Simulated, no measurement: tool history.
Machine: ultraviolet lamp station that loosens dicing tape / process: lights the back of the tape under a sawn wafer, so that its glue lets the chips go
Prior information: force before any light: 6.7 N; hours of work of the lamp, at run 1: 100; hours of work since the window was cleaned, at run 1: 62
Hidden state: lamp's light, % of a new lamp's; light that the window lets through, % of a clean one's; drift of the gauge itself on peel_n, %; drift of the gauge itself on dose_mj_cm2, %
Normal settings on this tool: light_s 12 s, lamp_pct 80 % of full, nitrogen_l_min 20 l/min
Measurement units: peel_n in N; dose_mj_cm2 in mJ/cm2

run     day  light_s  lamp_pct  nitrogen_l_min  hours of work of the lamp  hours of work since the window was cleaned  peel_n  dose_mj_cm2
  1       0       12        80              20                        100                                          62   0.612          304
  2     0.5       12        80              20                        106                                          67   0.599          300
  3    0.95       12        80              20                        111                                          72   0.623          298
  4    1.35       12        80              20                        116                                          77    0.64          294
  5   1.771       12        80              20                        120                                          82   0.629          295
  6   2.183        9        80              20                        125                                          86   1.121          225
  7   2.433       12        80              20                        128                                          89   0.631          295
  8   2.896       12        80               7                        133                                          94   1.358          295
  9   3.312       12        80               7                        138                                          99   1.427          285
 10   3.629       12        80               7                        142                                         103   1.437          290
 11   3.925       12        80              20                        145                                         106   0.665          286
 12   4.429       12        80              11                        151                                         112   1.041          285
 13   4.746       12        80              20                        154                                         115   0.679          287
 14   5.204       15        80              20                        159                                         121   0.434          352
 15   5.621       12        63              20                        164                                         125    1.08          227
 16   5.883        7        63              20                        167                                         128   2.248          130
 17   6.188       12        85              20                        171                                         132   0.619          296
 18    6.65       12        80              19                        176                                         137   0.746          281
 19   7.012       13        80              20                        180                                         141   0.636          300
 20   7.446        8        85              20                        185                                         146   1.323          195
 21   7.704        8        85              20                        188                                         149   1.345          194
 22   7.942       13        63              25                        190                                         152   0.826          235
 23   8.171       12        80              13                        193                                         154   1.015          274
 24   8.638       12        80              13                        198                                         160   1.023          270
 25   9.017       12        93              23                        203                                         164    0.51          311
 26   9.433       12        93              23                        207                                         169   0.525          311
 27   9.646        9       100              11                        210                                         171   1.303          247
 28   10.05       21        92              11                        214                                         176   0.317          532
 29  10.458        6        78              20                        219                                         180   2.287          129
 30  10.833        8        68              20                        223                                         184   1.845          149
 31  11.071       15        72              20                        226                                         187   0.655          295
 32  11.383       12        98              12                        229                                         191   0.829          319
 33  11.671       12        80              25                        233                                         194   0.706          261
 34  12.025       17        91              17                        237                                         198   0.367          418
 35  12.504       16        81               6                        242                                         203   1.147          348

Here are 4 independent what-if runs from the current tool condition. What would each one return?
  A  12.904       16        81              35                        247                                         208       ?            ?
  B  12.904       11        73              12                        247                                         208       ?            ?
  C  12.904       12        89              20                        247                                         208       ?            ?
  D  12.904       12        91              14                        247                                         208       ?            ?

run  peel_n  dose_mj_cm2
  A   0.316          342
  B   1.612          218
  C   0.662          283
  D   0.844          291
With the hidden condition removed and each run's random variation left untouched, the same runs would have given:
run  peel_n  dose_mj_cm2
  A    0.21          453
  B   1.057          286
  C   0.384          374
  D     0.5          383
